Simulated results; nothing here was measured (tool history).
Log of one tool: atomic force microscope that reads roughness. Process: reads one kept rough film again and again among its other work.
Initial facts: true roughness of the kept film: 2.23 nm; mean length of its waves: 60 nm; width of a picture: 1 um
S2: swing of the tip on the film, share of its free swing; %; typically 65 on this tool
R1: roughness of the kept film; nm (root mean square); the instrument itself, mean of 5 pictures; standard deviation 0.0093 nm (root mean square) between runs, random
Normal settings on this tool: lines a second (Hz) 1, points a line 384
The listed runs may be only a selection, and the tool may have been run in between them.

run 1 day=0 | lines_a_second_(Hz)=1 S2=65 points_a_line=384 | R1=2.128
run 2 day=1.646 | lines_a_second_(Hz)=1 S2=65 points_a_line=600 | R1=2.098
run 3 day=2.533 | lines_a_second_(Hz)=1 S2=65 points_a_line=600 | R1=2.1
run 4 day=4.125 | lines_a_second_(Hz)=1 S2=65 points_a_line=384 | R1=2.06
run 5 day=5.667 | lines_a_second_(Hz)=1 S2=65 points_a_line=384 | R1=2.052
run 6 day=7.442 | lines_a_second_(Hz)=1 S2=65 points_a_line=908 | R1=2.037
run 7 day=8.5 | lines_a_second_(Hz)=1 S2=65 points_a_line=262 | R1=2.04
-- day=9.488 new tip fitted
run 8 day=9.692 | lines_a_second_(Hz)=1 S2=65 points_a_line=384 | R1=2.15
run 9 day=11.55 | lines_a_second_(Hz)=1 S2=65 points_a_line=384 | R1=2.109
run 10 day=12.996 | lines_a_second_(Hz)=1 S2=65 points_a_line=384 | R1=2.085
run 11 day=14.854 | lines_a_second_(Hz)=1 S2=65 points_a_line=384 | R1=2.067
run 12 day=15.996 | lines_a_second_(Hz)=1 S2=65 points_a_line=384 | R1=2.049
run 13 day=17.958 | lines_a_second_(Hz)=1 S2=65 points_a_line=507 | R1=2.038
-- day=19.421 new tip fitted
run 14 day=19.729 | lines_a_second_(Hz)=1 S2=65 points_a_line=507 | R1=2.14
run 15 day=21.446 | lines_a_second_(Hz)=0.97 S2=64 points_a_line=766 | R1=2.122
run 16 day=23.292 | lines_a_second_(Hz)=1.52 S2=59 points_a_line=594 | R1=2.105
run 17 day=24.483 | lines_a_second_(Hz)=2.24 S2=59 points_a_line=384 | R1=2.046
run 18 day=26.325 | lines_a_second_(Hz)=0.56 S2=65 points_a_line=554 | R1=2.075
run 19 day=27.983 | lines_a_second_(Hz)=0.56 S2=57 points_a_line=554 | R1=2.088
-- day=29.454 new tip fitted
run 20 day=29.462 | lines_a_second_(Hz)=0.83 S2=65 points_a_line=978 | R1=2.151
run 21 day=31.154 | lines_a_second_(Hz)=0.76 S2=65 points_a_line=778 | R1=2.153
run 22 day=32.529 | lines_a_second_(Hz)=0.76 S2=75 points_a_line=778 | R1=2.084
run 23 day=33.879 | lines_a_second_(Hz)=2.79 S2=65 points_a_line=399 | R1=1.984
run 24 day=35.808 | lines_a_second_(Hz)=2.79 S2=65 points_a_line=399 | R1=1.958
run 25 day=37.592 | lines_a_second_(Hz)=2.79 S2=65 points_a_line=399 | R1=1.953
run 26 day=39.192 | lines_a_second_(Hz)=1 S2=77 points_a_line=336 | R1=1.969
-- day=39.333 new tip fitted
run 27 day=40.8 | lines_a_second_(Hz)=2.81 S2=63 points_a_line=401 | R1=2.052

The logged runs with the hidden state left out (each run's random variation unchanged):
Hidden state at play: radius of the tip, nm; height scale over the true one, %; drift of the gauge itself on roughness_nm, %.
run=1 R1=2.114
run=2 R1=2.104
run=3 R1=2.115
run=4 R1=2.095
run=5 R1=2.105
run=6 R1=2.11
run=7 R1=2.125
run=8 R1=2.126
run=9 R1=2.11
run=10 R1=2.102
run=11 R1=2.106
run=12 R1=2.101
run=13 R1=2.111
run=14 R1=2.115
run=15 R1=2.118
run=16 R1=2.121
run=17 R1=2.076
run=18 R1=2.127
run=19 R1=2.161
run=20 R1=2.117
run=21 R1=2.141
run=22 R1=2.088
run=23 R1=2.004
run=24 R1=1.999
run=25 R1=2.013
run=26 R1=2.049
run=27 R1=2.034
